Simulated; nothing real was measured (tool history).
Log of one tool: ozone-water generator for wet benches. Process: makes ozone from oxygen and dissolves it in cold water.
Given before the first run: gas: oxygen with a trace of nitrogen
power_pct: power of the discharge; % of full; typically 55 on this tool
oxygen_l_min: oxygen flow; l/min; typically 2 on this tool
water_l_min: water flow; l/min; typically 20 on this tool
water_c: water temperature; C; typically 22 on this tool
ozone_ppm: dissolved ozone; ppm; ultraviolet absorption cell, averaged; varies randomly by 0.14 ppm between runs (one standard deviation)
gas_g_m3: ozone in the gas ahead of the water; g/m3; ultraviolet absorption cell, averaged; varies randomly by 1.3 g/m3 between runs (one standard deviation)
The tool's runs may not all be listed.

{"run": 1, "day": 0.0, "power_pct": 55, "oxygen_l_min": 2, "water_l_min": 20, "water_c": 22, "ozone_ppm": 15.1, "gas_g_m3": 236.5}
{"run": 2, "day": 1.429, "power_pct": 55, "oxygen_l_min": 2, "water_l_min": 20, "water_c": 22, "ozone_ppm": 15.1, "gas_g_m3": 237.9}
{"run": 3, "day": 2.508, "power_pct": 55, "oxygen_l_min": 2, "water_l_min": 20, "water_c": 22, "ozone_ppm": 15.1, "gas_g_m3": 236}
{"run": 4, "day": 3.779, "power_pct": 55, "oxygen_l_min": 2, "water_l_min": 20, "water_c": 22, "ozone_ppm": 15.3, "gas_g_m3": 239.1}
{"run": 5, "day": 5.112, "power_pct": 55, "oxygen_l_min": 2, "water_l_min": 20, "water_c": 22, "ozone_ppm": 15.4, "gas_g_m3": 237.6}
{"run": 6, "day": 5.988, "power_pct": 55, "oxygen_l_min": 2, "water_l_min": 20, "water_c": 22, "ozone_ppm": 15.3, "gas_g_m3": 236.2}
{"run": 7, "day": 6.75, "power_pct": 55, "oxygen_l_min": 2, "water_l_min": 20, "water_c": 22, "ozone_ppm": 15, "gas_g_m3": 234.9}
{"run": 8, "day": 8.329, "power_pct": 55, "oxygen_l_min": 2, "water_l_min": 20, "water_c": 22, "ozone_ppm": 14.9, "gas_g_m3": 235.2}
{"run": 9, "day": 9.688, "power_pct": 55, "oxygen_l_min": 2, "water_l_min": 20, "water_c": 22, "ozone_ppm": 15, "gas_g_m3": 237}
{"run": 10, "day": 11.292, "power_pct": 55, "oxygen_l_min": 2, "water_l_min": 20, "water_c": 22, "ozone_ppm": 15.2, "gas_g_m3": 236.8}
{"run": 11, "day": 12.808, "power_pct": 55, "oxygen_l_min": 2, "water_l_min": 30, "water_c": 27, "ozone_ppm": 9.6, "gas_g_m3": 234.7}
{"run": 12, "day": 14.546, "power_pct": 55, "oxygen_l_min": 2, "water_l_min": 30, "water_c": 27, "ozone_ppm": 9.6, "gas_g_m3": 236.4}
{"run": 13, "day": 15.788, "power_pct": 69, "oxygen_l_min": 2.1, "water_l_min": 13, "water_c": 27, "ozone_ppm": 23.8, "gas_g_m3": 261.2}
{"run": 14, "day": 16.979, "power_pct": 69, "oxygen_l_min": 2.1, "water_l_min": 13, "water_c": 27, "ozone_ppm": 23.7, "gas_g_m3": 260.7}

Run 15 has not been measured yet. What should we expect?
{"run": 15, "day": 18.567, "power_pct": 55, "oxygen_l_min": 2, "water_l_min": 16, "water_c": 22, "ozone_ppm": "?", "gas_g_m3": "?"}

ozone_ppm: 18.3 ppm
gas_g_m3: 234.5 g/m3
If the tool had no hidden condition, the same run with the same run-to-run variation would have returned ozone_ppm 18.3 ppm, gas_g_m3 237.1 g/m3.
